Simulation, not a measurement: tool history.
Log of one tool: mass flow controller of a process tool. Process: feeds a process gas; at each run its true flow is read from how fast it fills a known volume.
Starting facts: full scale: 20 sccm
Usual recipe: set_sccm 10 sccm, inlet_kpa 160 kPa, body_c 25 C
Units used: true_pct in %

run    hour  set_sccm  inlet_kpa  body_c  true_pct
  1       0        10        160      25     99.18
  2    78.3        10        160      25     99.24
  3   142.1        10        160      25     99.39
  4   217.2        10        160      25     99.39
  5   337.7        10        219      25     99.74
  6   405.8        10        219      25     99.74
  7   493.4        10        160      25     99.15
  8     554        10        160      30     99.68
  9   606.5        10        181      25     99.43
 10   724.5        10        181      25     99.48
 11   814.8        19        160      25     99.71
 12   909.2        19        160      25      99.7
 13  1028.8        19        160      25     99.71
 14    1145        10        160      25     99.24
 15  1242.5        10        160      25     99.24
 16  1323.8        10        160      25     99.37
 17  1409.1        10        160      25     99.19
 18  1505.5        18        165      23      99.6
 19    1584        18        165      23     99.62
 20  1655.1        18        165      23     99.58
 21  1753.4         2        207      23    100.95
 22  1851.3         2        207      23    100.89
 23  1950.4        19        157      21     99.44
 24  2006.5        20        218      33    100.54
 25  2122.2        10        160      24     99.36
 26  2226.6         5        221      29    100.36
 27  2343.6        10        160      26     99.49
 28  2419.7        19        176      27    100.04
 29  2531.9        19        176      27    100.05
 30  2612.7        19        176      27    100.04
 31  2733.4        19        176      27     99.89
 32  2808.6         7        183      25     99.72
 33  2892.7         7        152      40    100.31
 34    2958         4        176      25    100.22

Alternative continuations, all from the tool just after run 34; predict every row:
  A  3072.4         4        176      25         ?
  B  3072.4        10        166      25         ?
  C  3072.4         4        153      25         ?

run  true_pct
  A    100.08
  B     99.39
  C     99.89
Had the tool no hidden state, the same runs would have come out as:
run  true_pct
  A     98.74
  B     98.99
  C     98.55
